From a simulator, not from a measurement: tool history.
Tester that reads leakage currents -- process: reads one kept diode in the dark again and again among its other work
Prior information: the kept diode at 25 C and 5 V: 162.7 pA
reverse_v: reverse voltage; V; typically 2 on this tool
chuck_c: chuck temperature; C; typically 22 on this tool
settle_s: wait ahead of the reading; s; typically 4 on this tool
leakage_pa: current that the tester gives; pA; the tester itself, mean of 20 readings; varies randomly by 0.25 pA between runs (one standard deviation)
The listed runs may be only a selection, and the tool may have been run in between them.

run 1 hour=0 | reverse_v=2 chuck_c=22 settle_s=4 | leakage_pa=77.91
run 2 hour=35.8 | reverse_v=2 chuck_c=22 settle_s=4 | leakage_pa=78.71
run 3 hour=70.5 | reverse_v=2 chuck_c=22 settle_s=4 | leakage_pa=78.71
run 4 hour=103.7 | reverse_v=2 chuck_c=22 settle_s=4 | leakage_pa=77.98
-- hour=108.4 tester calibrated
run 5 hour=123.9 | reverse_v=2 chuck_c=22 settle_s=4 | leakage_pa=78.05
run 6 hour=151.1 | reverse_v=2 chuck_c=22 settle_s=4 | leakage_pa=78.32
run 7 hour=175.6 | reverse_v=2 chuck_c=48 settle_s=4 | leakage_pa=723.91
-- hour=214.4 tester calibrated, once more
run 8 hour=219.2 | reverse_v=2.47 chuck_c=53 settle_s=4 | leakage_pa=1184.05
run 9 hour=244.8 | reverse_v=2.19 chuck_c=46 settle_s=1.44 | leakage_pa=645.86
run 10 hour=282.2 | reverse_v=16.33 chuck_c=53 settle_s=1.44 | leakage_pa=2861.19
run 11 hour=311.6 | reverse_v=7.62 chuck_c=39 settle_s=1.49 | leakage_pa=652.24

Results for each run, recomputed without the tool's hidden state and with each run's random variation untouched:
Unlogged tool condition in this case: stray current of the dirty probe card, pA a volt; current scale over the true one, %; true chuck temperature over the reading, C; drift of the gauge itself on leakage_pa, %.
run=1 leakage_pa=79.83
run=2 leakage_pa=80.73
run=3 leakage_pa=80.83
run=4 leakage_pa=80.16
run=5 leakage_pa=80.33
run=6 leakage_pa=80.67
run=7 leakage_pa=749.72
run=8 leakage_pa=1226.03
run=9 leakage_pa=670.09
run=10 leakage_pa=2964.27
run=11 leakage_pa=676.68
